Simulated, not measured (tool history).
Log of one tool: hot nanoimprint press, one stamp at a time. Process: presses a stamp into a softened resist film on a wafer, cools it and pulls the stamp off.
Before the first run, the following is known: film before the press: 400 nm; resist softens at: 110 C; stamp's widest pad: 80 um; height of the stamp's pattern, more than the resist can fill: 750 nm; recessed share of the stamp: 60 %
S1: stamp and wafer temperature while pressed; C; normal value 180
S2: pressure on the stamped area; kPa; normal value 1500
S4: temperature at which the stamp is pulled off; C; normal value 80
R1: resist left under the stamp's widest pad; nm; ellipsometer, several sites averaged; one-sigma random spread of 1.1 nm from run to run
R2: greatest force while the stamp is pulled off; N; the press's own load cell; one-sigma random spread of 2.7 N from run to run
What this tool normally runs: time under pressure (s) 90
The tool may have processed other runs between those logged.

Run 1, hour 0: usual settings. Result: R1 163.4 nm, R2 132 N.
Run 2, hour 64.2: usual settings. Result: R1 164.1 nm, R2 142 N.
Run 3, hour 123.9: usual settings. Result: R1 165.3 nm, R2 142 N.
Run 4, hour 169.1: usual settings. Result: R1 166.7 nm, R2 155 N.
Run 5, hour 248.3: usual settings. Result: R1 166.1 nm, R2 160 N.
Run 6, hour 333.5: usual settings. Result: R1 169.2 nm, R2 160 N.
At hour 361.4: stamp cleaned and given a new release coat.
Run 7, hour 402.4: usual settings. Result: R1 172 nm, R2 131 N.
Run 8, hour 469.1: usual settings but S1 183 C. Result: R1 147.4 nm, R2 142 N.
Run 9, hour 531: usual settings but S1 183 C. Result: R1 150.8 nm, R2 151 N.
Run 10, hour 596.2: usual settings but S1 185 C, S2 1520 kPa, time under pressure (s) 103, S4 84 C. Result: R1 127.5 nm, R2 134 N.
Run 11, hour 658.1: usual settings but S1 171 C, S2 1180 kPa, time under pressure (s) 53, S4 74 C. Result: R1 319.8 nm, R2 185 N.
Run 12, hour 724.6: usual settings but S1 189 C, time under pressure (s) 166, S4 73 C. Result: R1 86.7 nm, R2 193 N.
At hour 788.8: stamp cleaned and given a new release coat.
Run 13, hour 821.6: usual settings but S1 182 C, S2 1650 kPa, time under pressure (s) 61. Result: R1 180.3 nm, R2 139 N.

Hidden state or all else? Some run-to-run changes of R1, split into what the settings, what came in and random variation would give without the hidden state, and what is left for the hidden state (with any gauge scatter that isn't in both results):
The tool's hidden condition here consists of: true temperature over the reading, C; pressure that arrives at the usual setting, %; grip of the stamp's worn release coat, % over a new coat's; drift of the gauge itself on residual_nm, %; drift of the gauge itself on pull_off_n, %.
Run 11 -> 12: S1 171 -> 189, S2 1180 -> 1500, time under pressure (s) 53 -> 166, S4 74 -> 73. R1 -233.1 nm: hidden state -9.8, all else -223.3.
Run 12 -> 13: S1 189 -> 182, S2 1500 -> 1650, time under pressure (s) 166 -> 61, S4 73 -> 80, stamp cleaned and given a new release coat. R1 +93.6 nm: hidden state +12.9, all else +80.7.
